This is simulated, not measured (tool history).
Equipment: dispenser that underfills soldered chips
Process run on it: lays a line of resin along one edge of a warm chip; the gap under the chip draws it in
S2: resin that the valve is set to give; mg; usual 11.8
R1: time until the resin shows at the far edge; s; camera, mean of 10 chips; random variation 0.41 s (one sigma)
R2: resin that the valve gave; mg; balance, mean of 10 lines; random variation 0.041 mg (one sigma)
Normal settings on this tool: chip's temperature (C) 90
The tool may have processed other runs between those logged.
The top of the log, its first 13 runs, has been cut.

run 14 day=2.796 | chip's_temperature_(C)=90 S2=11.8 | R1=34.2 R2=11.46
run 15 day=3.000 | chip's_temperature_(C)=97 S2=11.8 | R1=32.9 R2=11.40
-- day=3.242 dispensing valve cleaned and set on the balance
-- day=3.267 new syringe of resin
run 16 day=3.329 | chip's_temperature_(C)=97 S2=11.8 | R1=22.7 R2=11.75
run 17 day=3.575 | chip's_temperature_(C)=97 S2=11.8 | R1=28.0 R2=11.79
run 18 day=3.750 | chip's_temperature_(C)=78 S2=11.8 | R1=75.7 R2=11.78
-- day=3.921 new syringe of resin
run 19 day=3.958 | chip's_temperature_(C)=84 S2=10.5 | R1=36.9 R2=10.48
run 20 day=4.079 | chip's_temperature_(C)=104 S2=11.7 | R1=18.8 R2=11.64
run 21 day=4.354 | chip's_temperature_(C)=100 S2=13.2 | R1=27.7 R2=13.15
run 22 day=4.492 | chip's_temperature_(C)=95 S2=14.3 | R1=39.6 R2=14.18
-- day=4.575 new syringe of resin
run 23 day=4.642 | chip's_temperature_(C)=77 S2=14.8 | R1=50.5 R2=14.59
run 24 day=4.825 | chip's_temperature_(C)=87 S2=14.9 | R1=38.9 R2=14.66
run 25 day=4.988 | chip's_temperature_(C)=87 S2=14.9 | R1=47.6 R2=14.70
-- day=5.221 new syringe of resin
run 26 day=5.246 | chip's_temperature_(C)=87 S2=14.9 | R1=31.6 R2=14.68
run 27 day=5.412 | chip's_temperature_(C)=90 S2=12.9 | R1=34.1 R2=12.73
run 28 day=5.638 | chip's_temperature_(C)=82 S2=13.6 | R1=59.4 R2=13.46
run 29 day=5.762 | chip's_temperature_(C)=82 S2=13.6 | R1=68.1 R2=13.29
-- day=5.867 new syringe of resin
run 30 day=6.008 | chip's_temperature_(C)=80 S2=14.3 | R1=47.5 R2=14.04
run 31 day=6.208 | chip's_temperature_(C)=80 S2=14.3 | R1=57.7 R2=13.95
run 32 day=6.475 | chip's_temperature_(C)=97 S2=12.4 | R1=38.1 R2=12.04
-- day=6.504 new syringe of resin
run 33 day=6.617 | chip's_temperature_(C)=102 S2=14.4 | R1=19.5 R2=14.08
run 34 day=6.879 | chip's_temperature_(C)=102 S2=14.4 | R1=24.1 R2=14.01
run 35 day=7.083 | chip's_temperature_(C)=102 S2=14.4 | R1=30.1 R2=13.89

Forecast each of these 3 alternatives for the next run:
-- day=7.146 new syringe of resin
run A day=7.254 | chip's_temperature_(C)=75 S2=10.6 | R1=? R2=?
-- day=7.146 new syringe of resin
run B day=7.254 | chip's_temperature_(C)=87 S2=11.8 | R1=? R2=?
-- day=7.146 new syringe of resin
run C day=7.254 | chip's_temperature_(C)=88 S2=10.2 | R1=? R2=?

run=A R1=61.5 R2=10.28
run=B R1=34.2 R2=11.46
run=C R1=34.7 R2=9.82
Without the tool's hidden state the same runs would have given:
run=A R1=56.0 R2=10.60
run=B R1=31.2 R2=11.82
run=C R1=31.6 R2=10.13
